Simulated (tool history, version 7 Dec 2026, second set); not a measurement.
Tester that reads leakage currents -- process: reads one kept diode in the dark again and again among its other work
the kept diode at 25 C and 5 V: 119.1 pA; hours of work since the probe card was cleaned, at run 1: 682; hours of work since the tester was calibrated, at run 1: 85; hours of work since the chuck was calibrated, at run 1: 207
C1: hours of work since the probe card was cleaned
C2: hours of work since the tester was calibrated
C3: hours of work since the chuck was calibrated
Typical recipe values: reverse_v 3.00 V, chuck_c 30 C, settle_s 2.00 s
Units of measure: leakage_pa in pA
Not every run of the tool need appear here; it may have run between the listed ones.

Run 1, day 0.000: usual settings; C1 682; C2 85; C3 207. Result: leakage_pa 149.11 pA.
Run 2, day 8.204: usual settings but reverse_v 1.01 V; C1 765; C2 168; C3 290. Result: leakage_pa 79.61 pA.
Run 3, day 11.775: usual settings but reverse_v 1.01 V; C1 801; C2 204; C3 326. Result: leakage_pa 80.04 pA.
Run 4, day 15.658: usual settings; C1 841; C2 244; C3 366. Result: leakage_pa 155.86 pA.
Run 5, day 20.992: usual settings; C1 895; C2 298; C3 420. Result: leakage_pa 156.97 pA.
Run 6, day 26.142: usual settings but chuck_c 50 C; C1 947; C2 350; C3 472. Result: leakage_pa 853.06 pA.
Run 7, day 30.162: usual settings but chuck_c 50 C; C1 988; C2 391; C3 513. Result: leakage_pa 862.40 pA.
Run 8, day 38.400: usual settings but chuck_c 50 C; C1 1071; C2 474; C3 597. Result: leakage_pa 878.84 pA.
At day 41.696: chuck's temperature calibrated.
Run 9, day 45.442: usual settings but chuck_c 50 C; C1 1142; C2 545; C3 38. Result: leakage_pa 922.21 pA.
Run 10, day 52.338: usual settings but chuck_c 50 C; C1 1212; C2 615; C3 108. Result: leakage_pa 923.04 pA.
Run 11, day 57.600: usual settings but chuck_c 50 C; C1 1266; C2 669; C3 161. Result: leakage_pa 940.47 pA.
Run 12, day 65.008: usual settings but chuck_c 50 C; C1 1341; C2 744; C3 237. Result: leakage_pa 952.26 pA.
Run 13, day 68.900: usual settings; C1 1380; C2 783; C3 276. Result: leakage_pa 181.42 pA.
Run 14, day 74.296: usual settings but settle_s 1.06 s; C1 1435; C2 838; C3 331. Result: leakage_pa 181.63 pA.
At day 75.538: probe card cleaned and baked.
At day 76.642: chuck's temperature calibrated, once more.
Run 15, day 83.283: usual settings but settle_s 8.54 s; C1 78; C2 927; C3 67. Result: leakage_pa 142.19 pA.
Run 16, day 90.233: usual settings but settle_s 8.54 s; C1 148; C2 998; C3 138. Result: leakage_pa 145.55 pA.
Run 17, day 95.796: usual settings but settle_s 8.54 s; C1 205; C2 1054; C3 194. Result: leakage_pa 146.57 pA.
Run 18, day 99.871: usual settings but settle_s 8.54 s; C1 246; C2 1096; C3 236. Result: leakage_pa 148.47 pA.
Run 19, day 105.379: usual settings but reverse_v 13.51 V, chuck_c 31 C, settle_s 5.10 s; C1 302; C2 1152; C3 292. Result: leakage_pa 400.60 pA.
Run 20, day 109.488: usual settings but reverse_v 13.51 V, chuck_c 31 C, settle_s 5.10 s; C1 344; C2 1193; C3 333. Result: leakage_pa 407.30 pA.
Run 21, day 116.392: usual settings but settle_s 0.42 s; C1 414; C2 1263; C3 404. Result: leakage_pa 154.90 pA.
Run 22, day 120.579: usual settings but reverse_v 1.26 V, chuck_c 58 C, settle_s 3.63 s; C1 456; C2 1306; C3 446. Result: leakage_pa 942.55 pA.
Run 23, day 126.846: usual settings but reverse_v 1.26 V, chuck_c 58 C, settle_s 3.63 s; C1 520; C2 1369; C3 510. Result: leakage_pa 960.36 pA.
Run 24, day 132.142: usual settings but reverse_v 1.26 V, chuck_c 58 C, settle_s 3.63 s; C1 574; C2 1423; C3 563. Result: leakage_pa 967.04 pA.
Run 25, day 137.100: usual settings but chuck_c 45 C; C1 624; C2 1474; C3 614. Result: leakage_pa 583.22 pA.
At day 138.350: chuck's temperature calibrated.
Run 26, day 145.146: usual settings but chuck_c 45 C; C1 705; C2 1554; C3 69. Result: leakage_pa 523.24 pA.
Run 27, day 150.367: usual settings but chuck_c 24 C; C1 758; C2 1607; C3 122. Result: leakage_pa 84.17 pA.
Run 28, day 158.421: usual settings but reverse_v 5.63 V, settle_s 3.80 s; C1 840; C2 1689; C3 204. Result: leakage_pa 216.38 pA.
Run 29, day 167.038: usual settings but reverse_v 9.61 V, settle_s 0.35 s; C1 927; C2 1777; C3 291. Result: leakage_pa 309.36 pA.
Run 30, day 170.683: usual settings but reverse_v 9.61 V, chuck_c 23 C, settle_s 0.78 s; C1 964; C2 1814; C3 328. Result: leakage_pa 166.13 pA.
Run 31, day 176.604: usual settings but reverse_v 9.61 V, chuck_c 23 C, settle_s 0.78 s; C1 1024; C2 1874; C3 388. Result: leakage_pa 169.06 pA.
Run 32, day 184.808: usual settings but reverse_v 5.20 V, chuck_c 23 C, settle_s 0.78 s; C1 1108; C2 1957; C3 472. Result: leakage_pa 118.99 pA.
Run 33, day 190.229: usual settings but reverse_v 5.20 V, chuck_c 23 C, settle_s 0.78 s; C1 1163; C2 2012; C3 527. Result: leakage_pa 120.71 pA.
Run 34, day 194.483: usual settings but reverse_v 19.73 V, chuck_c 46 C, settle_s 1.32 s; C1 1206; C2 2055; C3 570. Result: leakage_pa 1919.15 pA.

5 options for the next run, each taken on its own from the tool as it stands now. Forecast them:
Run A, day 199.296: usual settings but reverse_v 17.90 V, chuck_c 41 C, settle_s 9.12 s; C1 1255; C2 2104; C3 619. Result: leakage_pa ?.
Run B, day 199.296: usual settings but reverse_v 15.34 V, settle_s 0.54 s; C1 1255; C2 2104; C3 619. Result: leakage_pa ?.
Run C, day 199.296: usual settings but reverse_v 19.73 V, chuck_c 46 C, settle_s 4.74 s; C1 1255; C2 2104; C3 619. Result: leakage_pa ?.
Run D, day 199.296: usual settings but reverse_v 19.73 V, settle_s 0.65 s; C1 1255; C2 2104; C3 619. Result: leakage_pa ?.
Run E, day 199.296: usual settings but reverse_v 19.73 V, chuck_c 58 C, settle_s 1.32 s; C1 1255; C2 2104; C3 619. Result: leakage_pa ?.

run  leakage_pa
  A     1217.95
  B      442.44
  C     1941.86
  D      515.69
  E     4923.50
Without the tool's unlogged condition, the same runs would have read:
run  leakage_pa
  A     1058.97
  B      372.19
  C     1705.03
  D      431.78
  E     4397.17
